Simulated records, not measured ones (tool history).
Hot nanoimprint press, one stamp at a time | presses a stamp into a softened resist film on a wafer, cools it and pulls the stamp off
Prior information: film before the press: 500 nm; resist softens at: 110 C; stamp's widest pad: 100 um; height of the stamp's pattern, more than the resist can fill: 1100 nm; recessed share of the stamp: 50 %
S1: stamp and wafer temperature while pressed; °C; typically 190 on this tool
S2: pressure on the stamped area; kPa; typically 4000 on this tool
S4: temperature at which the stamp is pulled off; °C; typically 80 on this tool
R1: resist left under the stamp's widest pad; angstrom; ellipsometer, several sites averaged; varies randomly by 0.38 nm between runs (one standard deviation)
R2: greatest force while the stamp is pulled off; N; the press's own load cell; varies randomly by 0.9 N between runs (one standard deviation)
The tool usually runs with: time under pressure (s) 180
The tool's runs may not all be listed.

Run 1, hour 0.0: usual settings. Result: R1 2472 angstrom, R2 93.5 N.
Run 2, hour 10.5: usual settings but S4 88 °C. Result: R1 2477 angstrom, R2 87.1 N.
Run 3, hour 24.5: usual settings but S4 88 °C. Result: R1 2475 angstrom, R2 88.6 N.
At hour 29.1: plate thermocouple calibrated.
Run 4, hour 39.0: usual settings. Result: R1 2485 angstrom, R2 94.0 N.
Run 5, hour 45.0: usual settings but S4 67 °C. Result: R1 2491 angstrom, R2 106.2 N.
Run 6, hour 54.6: usual settings but S4 67 °C. Result: R1 2487 angstrom, R2 102.9 N.
Run 7, hour 65.2: usual settings but S4 67 °C. Result: R1 2494 angstrom, R2 104.5 N.
Run 8, hour 71.6: usual settings but S4 67 °C. Result: R1 2500 angstrom, R2 104.3 N.
Run 9, hour 77.9: usual settings but S2 2730 kPa. Result: R1 3037 angstrom, R2 94.0 N.
Run 10, hour 87.7: usual settings but S2 2730 kPa. Result: R1 3048 angstrom, R2 94.7 N.
Run 11, hour 99.7: usual settings but S2 2730 kPa. Result: R1 3058 angstrom, R2 95.5 N.
Run 12, hour 113.3: usual settings. Result: R1 2504 angstrom, R2 93.7 N.
Run 13, hour 124.8: usual settings but S2 2740 kPa. Result: R1 3064 angstrom, R2 96.2 N.
Run 14, hour 135.1: usual settings but S2 2740 kPa. Result: R1 3075 angstrom, R2 94.4 N.
Run 15, hour 147.5: usual settings but S2 2810 kPa. Result: R1 3034 angstrom, R2 95.2 N.
Run 16, hour 154.1: usual settings but S2 2810 kPa. Result: R1 3035 angstrom, R2 92.8 N.
Run 17, hour 165.4: usual settings but S2 2810 kPa. Result: R1 3048 angstrom, R2 95.7 N.
Run 18, hour 175.0: usual settings but S1 200 °C, S2 6270 kPa, time under pressure (s) 202, S4 86 °C. Result: R1 1356 angstrom, R2 89.0 N.
Run 19, hour 185.7: usual settings but S1 187 °C, S4 70 °C. Result: R1 2785 angstrom, R2 102.0 N.
Run 20, hour 195.6: usual settings but S1 187 °C, S4 70 °C. Result: R1 2785 angstrom, R2 102.2 N.
At hour 198.1: gauge calibrated.
Run 21, hour 207.8: usual settings but S1 197 °C, S2 2450 kPa, time under pressure (s) 202. Result: R1 2543 angstrom, R2 93.9 N.
Run 22, hour 219.5: usual settings but S1 179 °C. Result: R1 3457 angstrom, R2 93.5 N.
Run 23, hour 229.8: usual settings but S1 179 °C, S2 6000 kPa, time under pressure (s) 314. Result: R1 2422 angstrom, R2 93.5 N.
At hour 242.4: stamp cleaned and given a new release coat.
Run 24, hour 243.0: usual settings but S1 179 °C, S2 5100 kPa. Result: R1 3099 angstrom, R2 94.3 N.
Run 25, hour 252.0: usual settings but S1 180 °C, S2 4910 kPa, time under pressure (s) 237, S4 85 °C. Result: R1 2837 angstrom, R2 90.0 N.
Run 26, hour 258.7: usual settings but S1 180 °C, S2 4910 kPa, time under pressure (s) 237, S4 85 °C. Result: R1 2836 angstrom, R2 89.1 N.
Run 27, hour 268.8: usual settings but S1 180 °C, S2 4910 kPa, time under pressure (s) 237, S4 85 °C. Result: R1 2848 angstrom, R2 90.7 N.
Run 28, hour 283.1: usual settings but S1 180 °C, S2 4910 kPa, time under pressure (s) 237, S4 79 °C. Result: R1 2846 angstrom, R2 93.2 N.
Run 29, hour 297.4: usual settings but S2 3730 kPa, time under pressure (s) 300. Result: R1 2209 angstrom, R2 94.1 N.

Forecast each of these 3 alternatives for the next run:
Run A, hour 306.1: usual settings but S4 76 °C. Result: R1 ?, R2 ?.
Run B, hour 306.1: usual settings but S1 201 °C, time under pressure (s) 111. Result: R1 ?, R2 ?.
Run C, hour 306.1: usual settings but S2 3310 kPa, time under pressure (s) 179, S4 65 °C. Result: R1 ?, R2 ?.

run    R1     R2
  A  2505   97.6
  B  2101   93.6
  C  2782  104.8
Had the tool no hidden state, the same runs would have come out as:
run    R1     R2
  A  2470   97.5
  B  2071   93.5
  C  2743  104.7
